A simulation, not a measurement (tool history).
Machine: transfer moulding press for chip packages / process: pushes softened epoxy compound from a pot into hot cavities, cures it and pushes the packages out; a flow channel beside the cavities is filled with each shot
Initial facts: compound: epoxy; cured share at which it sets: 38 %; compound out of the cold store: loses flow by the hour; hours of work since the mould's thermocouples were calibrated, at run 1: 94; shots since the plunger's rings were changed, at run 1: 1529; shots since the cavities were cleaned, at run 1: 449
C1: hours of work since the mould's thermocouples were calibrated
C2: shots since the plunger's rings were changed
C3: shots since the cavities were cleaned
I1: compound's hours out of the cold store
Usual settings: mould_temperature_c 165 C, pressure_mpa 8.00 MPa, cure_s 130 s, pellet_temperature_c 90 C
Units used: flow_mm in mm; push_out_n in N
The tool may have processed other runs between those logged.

run 1 hour=0.0 | mould_temperature_c=165 pressure_mpa=8.00 cure_s=130 pellet_temperature_c=90 | C1=94 C2=1529 C3=449 | I1=12.5 | flow_mm=818 push_out_n=635
run 2 hour=10.3 | mould_temperature_c=165 pressure_mpa=8.00 cure_s=129 pellet_temperature_c=90 | C1=100 C2=1618 C3=538 | I1=31.5 | flow_mm=745 push_out_n=644
run 3 hour=30.6 | mould_temperature_c=165 pressure_mpa=8.00 cure_s=129 pellet_temperature_c=90 | C1=112 C2=1794 C3=714 | I1=25.9 | flow_mm=761 push_out_n=690
-- hour=35.3 cavities cleaned with cleaning compound and waxed
run 4 hour=40.8 | mould_temperature_c=172 pressure_mpa=8.00 cure_s=130 pellet_temperature_c=90 | C1=118 C2=1869 C3=47 | I1=36.4 | flow_mm=695 push_out_n=670
run 5 hour=53.2 | mould_temperature_c=172 pressure_mpa=8.00 cure_s=130 pellet_temperature_c=90 | C1=125 C2=1977 C3=155 | I1=29.0 | flow_mm=723 push_out_n=644
run 6 hour=66.0 | mould_temperature_c=165 pressure_mpa=8.00 cure_s=130 pellet_temperature_c=90 | C1=133 C2=2087 C3=265 | I1=29.3 | flow_mm=744 push_out_n=763
run 7 hour=78.5 | mould_temperature_c=165 pressure_mpa=8.00 cure_s=130 pellet_temperature_c=90 | C1=140 C2=2195 C3=373 | I1=19.5 | flow_mm=781 push_out_n=806
run 8 hour=89.6 | mould_temperature_c=165 pressure_mpa=8.00 cure_s=130 pellet_temperature_c=90 | C1=147 C2=2291 C3=469 | I1=26.2 | flow_mm=751 push_out_n=788
run 9 hour=109.3 | mould_temperature_c=165 pressure_mpa=8.00 cure_s=130 pellet_temperature_c=90 | C1=159 C2=2461 C3=639 | I1=14.4 | flow_mm=786 push_out_n=815
-- hour=117.8 cavities cleaned with cleaning compound and waxed, once more
run 10 hour=123.8 | mould_temperature_c=165 pressure_mpa=8.83 cure_s=130 pellet_temperature_c=90 | C1=167 C2=2574 C3=52 | I1=35.5 | flow_mm=751 push_out_n=486
run 11 hour=136.9 | mould_temperature_c=165 pressure_mpa=8.83 cure_s=130 pellet_temperature_c=90 | C1=174 C2=2687 C3=165 | I1=46.5 | flow_mm=716 push_out_n=514
run 12 hour=150.6 | mould_temperature_c=165 pressure_mpa=8.83 cure_s=130 pellet_temperature_c=90 | C1=183 C2=2806 C3=284 | I1=10.8 | flow_mm=841 push_out_n=577
run 13 hour=160.5 | mould_temperature_c=165 pressure_mpa=8.83 cure_s=130 pellet_temperature_c=92 | C1=189 C2=2891 C3=369 | I1=44.9 | flow_mm=721 push_out_n=574
run 14 hour=170.0 | mould_temperature_c=165 pressure_mpa=7.09 cure_s=130 pellet_temperature_c=90 | C1=194 C2=2973 C3=451 | I1=19.5 | flow_mm=722 push_out_n=634
-- hour=183.1 plunger's sealing rings changed
run 15 hour=189.4 | mould_temperature_c=165 pressure_mpa=7.09 cure_s=130 pellet_temperature_c=90 | C1=204 C2=54 C3=597 | I1=20.0 | flow_mm=767 push_out_n=677
-- hour=206.4 cavities cleaned with cleaning compound and waxed
run 16 hour=206.7 | mould_temperature_c=173 pressure_mpa=9.77 cure_s=130 pellet_temperature_c=96 | C1=214 C2=191 C3=2 | I1=36.2 | flow_mm=795 push_out_n=411
run 17 hour=216.7 | mould_temperature_c=173 pressure_mpa=9.77 cure_s=130 pellet_temperature_c=96 | C1=220 C2=277 C3=88 | I1=8.5 | flow_mm=906 push_out_n=433
run 18 hour=227.5 | mould_temperature_c=173 pressure_mpa=9.77 cure_s=130 pellet_temperature_c=96 | C1=226 C2=371 C3=182 | I1=13.2 | flow_mm=889 push_out_n=465
run 19 hour=248.7 | mould_temperature_c=173 pressure_mpa=9.77 cure_s=130 pellet_temperature_c=96 | C1=239 C2=554 C3=365 | I1=29.3 | flow_mm=814 push_out_n=507
run 20 hour=262.0 | mould_temperature_c=173 pressure_mpa=6.14 cure_s=161 pellet_temperature_c=96 | C1=247 C2=669 C3=480 | I1=10.8 | flow_mm=703 push_out_n=553
run 21 hour=275.7 | mould_temperature_c=173 pressure_mpa=6.14 cure_s=161 pellet_temperature_c=96 | C1=255 C2=787 C3=598 | I1=25.4 | flow_mm=660 push_out_n=559
-- hour=293.2 cavities cleaned with cleaning compound and waxed
run 22 hour=297.6 | mould_temperature_c=173 pressure_mpa=6.14 cure_s=161 pellet_temperature_c=96 | C1=268 C2=964 C3=38 | I1=13.1 | flow_mm=697 push_out_n=430
run 23 hour=311.2 | mould_temperature_c=173 pressure_mpa=6.14 cure_s=161 pellet_temperature_c=96 | C1=276 C2=1081 C3=155 | I1=36.4 | flow_mm=623 push_out_n=466
run 24 hour=322.5 | mould_temperature_c=173 pressure_mpa=6.14 cure_s=161 pellet_temperature_c=96 | C1=283 C2=1180 C3=254 | I1=29.4 | flow_mm=634 push_out_n=507
run 25 hour=334.8 | mould_temperature_c=170 pressure_mpa=9.63 cure_s=166 pellet_temperature_c=90 | C1=290 C2=1286 C3=360 | I1=19.9 | flow_mm=844 push_out_n=539
run 26 hour=348.6 | mould_temperature_c=165 pressure_mpa=8.80 cure_s=116 pellet_temperature_c=94 | C1=298 C2=1405 C3=479 | I1=12.2 | flow_mm=860 push_out_n=747
run 27 hour=364.0 | mould_temperature_c=165 pressure_mpa=8.80 cure_s=157 pellet_temperature_c=94 | C1=308 C2=1538 C3=612 | I1=41.2 | flow_mm=745 push_out_n=588
run 28 hour=376.1 | mould_temperature_c=165 pressure_mpa=8.80 cure_s=157 pellet_temperature_c=94 | C1=315 C2=1643 C3=717 | I1=37.7 | flow_mm=765 push_out_n=615
-- hour=379.3 cavities cleaned with cleaning compound and waxed
run 29 hour=387.7 | mould_temperature_c=166 pressure_mpa=8.80 cure_s=157 pellet_temperature_c=93 | C1=321 C2=1730 C3=72 | I1=15.7 | flow_mm=832 push_out_n=423

Consider 4 possible next runs. They are alternatives, not a sequence: every one starts from the tool as it was left by run 29. What does each give?
run A hour=398.1 | mould_temperature_c=157 pressure_mpa=8.80 cure_s=120 pellet_temperature_c=84 | C1=327 C2=1820 C3=162 | I1=19.3 | flow_mm=? push_out_n=?
run B hour=398.1 | mould_temperature_c=170 pressure_mpa=8.80 cure_s=119 pellet_temperature_c=84 | C1=327 C2=1820 C3=162 | I1=11.0 | flow_mm=? push_out_n=?
run C hour=398.1 | mould_temperature_c=166 pressure_mpa=6.77 cure_s=125 pellet_temperature_c=93 | C1=327 C2=1820 C3=162 | I1=28.7 | flow_mm=? push_out_n=?
run D hour=398.1 | mould_temperature_c=164 pressure_mpa=8.07 cure_s=130 pellet_temperature_c=91 | C1=327 C2=1820 C3=162 | I1=18.4 | flow_mm=? push_out_n=?

run=A flow_mm=866 push_out_n=1115
run=B flow_mm=831 push_out_n=506
run=C flow_mm=689 push_out_n=519
run=D flow_mm=794 push_out_n=559
Without the tool's hidden state the same runs would have given:
run=A flow_mm=900 push_out_n=981
run=B flow_mm=864 push_out_n=439
run=C flow_mm=717 push_out_n=451
run=D flow_mm=826 push_out_n=488
